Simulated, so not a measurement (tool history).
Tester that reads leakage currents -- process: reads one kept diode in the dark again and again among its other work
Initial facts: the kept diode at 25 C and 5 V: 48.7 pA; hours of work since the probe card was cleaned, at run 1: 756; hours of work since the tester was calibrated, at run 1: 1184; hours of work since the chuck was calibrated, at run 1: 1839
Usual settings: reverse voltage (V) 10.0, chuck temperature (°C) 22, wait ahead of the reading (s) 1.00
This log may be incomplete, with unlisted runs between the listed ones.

| run | hour | reverse voltage (V) | chuck temperature (°C) | wait ahead of the reading (s) | hours of work since the probe card was cleaned | hours of work since the tester was calibrated | hours of work since the chuck was calibrated | current that the tester gives (pA) |
|---|---|---|---|---|---|---|---|---|
| 1 | 0.0 | 10.0 | 22 | 1.00 | 756 | 1184 | 1839 | 55.00 |
| 2 | 33.8 | 10.0 | 22 | 1.00 | 771 | 1199 | 1854 | 55.05 |
| 3 | 70.3 | 10.0 | 22 | 1.00 | 787 | 1215 | 1870 | 55.18 |
| 4 | 137.9 | 10.0 | 22 | 1.00 | 816 | 1245 | 1900 | 55.77 |
| 5 | 194.1 | 10.0 | 22 | 2.01 | 841 | 1269 | 1924 | 55.58 |
| 6 | 231.7 | 10.0 | 22 | 2.01 | 857 | 1286 | 1941 | 55.61 |
| 7 | 301.8 | 10.0 | 22 | 1.00 | 888 | 1317 | 1972 | 56.04 |
| 8 | 335.6 | 10.0 | 22 | 1.00 | 903 | 1331 | 1986 | 56.33 |
| 9 | 374.1 | 10.0 | 22 | 1.00 | 920 | 1348 | 2003 | 56.48 |
| 10 | 423.1 | 10.0 | 22 | 1.00 | 941 | 1370 | 2025 | 56.56 |
| 11 | 451.7 | 10.0 | 22 | 1.00 | 954 | 1382 | 2037 | 56.94 |
| 12 | 483.8 | 3.3 | 22 | 1.00 | 968 | 1396 | 2051 | 31.67 |
| 13 | 512.5 | 10.0 | 26 | 1.00 | 981 | 1409 | 2064 | 76.88 |
| 14 | 576.2 | 10.0 | 22 | 1.00 | 1009 | 1437 | 2092 | 57.34 |
| 15 | 623.8 | 10.0 | 22 | 0.37 | 1029 | 1458 | 2113 | 58.14 |
| 16 | 681.7 | 10.0 | 37 | 1.00 | 1055 | 1483 | 2138 | 182.65 |
| 17 | 744.6 | 10.0 | 34 | 1.00 | 1082 | 1511 | 2166 | 144.32 |
|  | 752.2 | probe card cleaned and baked |
|  | 788.7 | chuck's temperature calibrated |
| 18 | 808.8 | 10.0 | 22 | 1.00 | 24 | 1537 | 9 | 51.62 |
| 19 | 851.3 | 10.0 | 22 | 1.00 | 43 | 1556 | 27 | 51.72 |
| 20 | 893.1 | 10.0 | 22 | 6.16 | 61 | 1574 | 46 | 51.22 |
| 21 | 957.2 | 10.0 | 22 | 6.16 | 89 | 1602 | 74 | 51.53 |
| 22 | 1007.2 | 1.4 | 22 | 0.67 | 111 | 1624 | 96 | 21.67 |
| 23 | 1043.1 | 1.8 | 22 | 1.41 | 127 | 1640 | 112 | 24.13 |
|  | 1050.7 | tester calibrated |
| 24 | 1101.0 | 1.8 | 22 | 1.41 | 151 | 22 | 136 | 24.21 |
| 25 | 1171.0 | 10.0 | 22 | 4.75 | 182 | 53 | 167 | 52.55 |
| 26 | 1221.8 | 9.7 | 47 | 1.55 | 204 | 75 | 189 | 420.35 |
| 27 | 1267.5 | 9.7 | 47 | 1.55 | 224 | 95 | 209 | 419.05 |
| 28 | 1300.4 | 6.7 | 54 | 1.22 | 239 | 110 | 224 | 610.77 |
| 29 | 1342.2 | 19.2 | 26 | 6.23 | 257 | 128 | 242 | 102.09 |
|  | 1360.9 | tester calibrated, once more |
| 30 | 1404.1 | 5.4 | 26 | 0.45 | 283 | 19 | 268 | 56.67 |
| 31 | 1464.8 | 5.4 | 26 | 0.45 | 310 | 46 | 295 | 56.61 |
| 32 | 1531.4 | 5.4 | 26 | 0.45 | 339 | 75 | 324 | 56.81 |
| 33 | 1569.4 | 10.0 | 48 | 0.46 | 356 | 91 | 341 | 452.35 |
| 34 | 1628.7 | 10.0 | 29 | 8.61 | 382 | 117 | 367 | 96.44 |
| 35 | 1676.6 | 10.0 | 22 | 1.59 | 403 | 138 | 388 | 54.00 |
| 36 | 1726.1 | 10.0 | 30 | 0.91 | 425 | 160 | 410 | 105.25 |
| 37 | 1773.8 | 16.2 | 43 | 0.34 | 446 | 181 | 430 | 379.31 |
| 38 | 1814.8 | 16.2 | 43 | 0.34 | 464 | 199 | 448 | 378.57 |
| 39 | 1862.9 | 1.0 | 34 | 6.16 | 485 | 220 | 470 | 52.54 |
| 40 | 1927.8 | 9.4 | 23 | 3.32 | 513 | 249 | 498 | 57.57 |
| 41 | 1978.1 | 9.4 | 23 | 0.34 | 535 | 271 | 520 | 58.91 |

Below, each run's measurement less what the same run would have read without the hidden state. Both values contain the same run-to-run variation, but the gauge's scatter may not be the same in both:
Unlogged tool condition in this case: stray current of the dirty probe card, pA a volt; current scale over the true one, %; true chuck temperature over the reading, C; drift of the gauge itself on leakage_pa, %.
| run | current that the tester gives (pA) |
|---|---|
| 1 | +4.31 |
| 2 | +4.41 |
| 3 | +4.56 |
| 4 | +4.84 |
| 5 | +5.04 |
| 6 | +5.18 |
| 7 | +5.45 |
| 8 | +5.59 |
| 9 | +5.74 |
| 10 | +5.92 |
| 11 | +6.05 |
| 12 | +0.60 |
| 13 | +4.27 |
| 14 | +6.53 |
| 15 | +6.69 |
| 16 | -5.23 |
| 17 | -1.46 |
| 18 | +0.78 |
| 19 | +0.93 |
| 20 | +1.08 |
| 21 | +1.31 |
| 22 | +0.28 |
| 23 | +0.36 |
| 24 | +0.49 |
| 25 | +2.34 |
| 26 | +5.01 |
| 27 | +4.91 |
| 28 | +5.35 |
| 29 | +5.75 |
| 30 | +0.80 |
| 31 | +0.89 |
| 32 | +0.98 |
| 33 | -3.66 |
| 34 | +2.26 |
| 35 | +3.25 |
| 36 | +2.33 |
| 37 | -0.01 |
| 38 | +0.01 |
| 39 | -0.73 |
| 40 | +3.75 |
| 41 | +3.92 |
